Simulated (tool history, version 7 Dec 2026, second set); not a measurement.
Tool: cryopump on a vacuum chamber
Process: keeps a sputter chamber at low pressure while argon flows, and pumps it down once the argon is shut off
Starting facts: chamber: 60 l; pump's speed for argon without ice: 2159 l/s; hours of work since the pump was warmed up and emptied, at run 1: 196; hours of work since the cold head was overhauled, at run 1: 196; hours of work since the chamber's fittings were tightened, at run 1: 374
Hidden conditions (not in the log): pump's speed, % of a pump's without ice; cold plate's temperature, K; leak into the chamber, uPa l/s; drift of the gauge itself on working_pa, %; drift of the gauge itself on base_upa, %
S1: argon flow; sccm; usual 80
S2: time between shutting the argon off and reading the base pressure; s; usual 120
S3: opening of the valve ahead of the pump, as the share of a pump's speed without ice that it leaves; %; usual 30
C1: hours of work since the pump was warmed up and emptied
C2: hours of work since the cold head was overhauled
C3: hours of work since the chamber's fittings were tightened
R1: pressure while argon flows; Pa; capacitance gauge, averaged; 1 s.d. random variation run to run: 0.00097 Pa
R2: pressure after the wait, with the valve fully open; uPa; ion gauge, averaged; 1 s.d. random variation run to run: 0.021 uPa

run	hour	S1	S2	S3	C1	C2	C3	R1	R2
1	0.0	80	120	30	196	196	374	0.2120	0.85
2	21.5	80	120	39	206	206	385	0.1629	0.86
3	47.7	81	120	30	219	219	398	0.2131	0.84
4	63.2	80	120	30	226	226	405	0.2106	0.87
5	85.0	80	120	30	237	237	416	0.2129	0.90
6	109.5	77	120	30	249	249	428	0.2043	0.91
7	132.4	77	120	30	260	260	439	0.2048	0.94
8	162.5	77	120	30	275	275	454	0.2047	0.92
9	192.7	80	120	34	290	290	468	0.1869	0.97
10	213.1	80	120	34	300	300	478	0.1872	0.96
11	236.7	80	120	19	311	311	490	0.3327	0.96
12	264.5	80	120	19	325	325	503	0.3312	0.98
13	292.1	80	120	43	338	338	517	0.1490	0.99
14	320.6	80	120	43	352	352	531	0.1497	1.01
15	344.4	80	120	43	364	364	542	0.1499	0.98
16	371.9	80	120	30	377	377	556	0.2128	1.02
17	400.7	108	31	45	391	391	570	0.1945	2.07
18	419.4	108	31	45	400	400	579	0.1953	2.11
19	446.3	108	71	18	413	413	592	0.4772	1.28
20	476.3	116	21	30	428	428	607	0.3120	2.89
21	495.5	80	59	24	437	437	616	0.2664	1.46
22	523.9	88	93	45	451	451	630	0.1584	1.22
23	544.0	88	93	45	461	461	640	0.1594	1.22
24	568.5	42	74	16	473	473	652	0.2096	1.34
25	596.9	36	37	16	487	487	665	0.1781	1.95
26	610.1	36	37	16	493	493	672	0.1783	1.94
27	629.1	33	37	19	502	502	681	0.1371	2.00
28	647.0	81	25	46	511	511	690	0.1439	2.63
29	677.4	81	25	16	526	526	705	0.4021	2.61
30	690.2	116	25	44	532	532	711	0.2158	2.67
31	704.5	95	32	37	539	539	718	0.2089	2.24
32	724.8	142	147	22	549	549	728	0.5179	1.16

Branching from run 32: 3 alternative next runs. What would each branch give?
A	754.9	61	147	22	564	564	742	?	?
B	754.9	80	120	42	564	564	742	?	?
C	754.9	50	147	22	564	564	742	?	?

run	R1	R2
A	0.2221	1.16
B	0.1565	1.20
C	0.1828	1.15
Stripped of hidden state, with their random variation kept, the same runs would have yielded:
run	R1	R2
A	0.2169	0.45
B	0.1496	0.52
C	0.1785	0.45

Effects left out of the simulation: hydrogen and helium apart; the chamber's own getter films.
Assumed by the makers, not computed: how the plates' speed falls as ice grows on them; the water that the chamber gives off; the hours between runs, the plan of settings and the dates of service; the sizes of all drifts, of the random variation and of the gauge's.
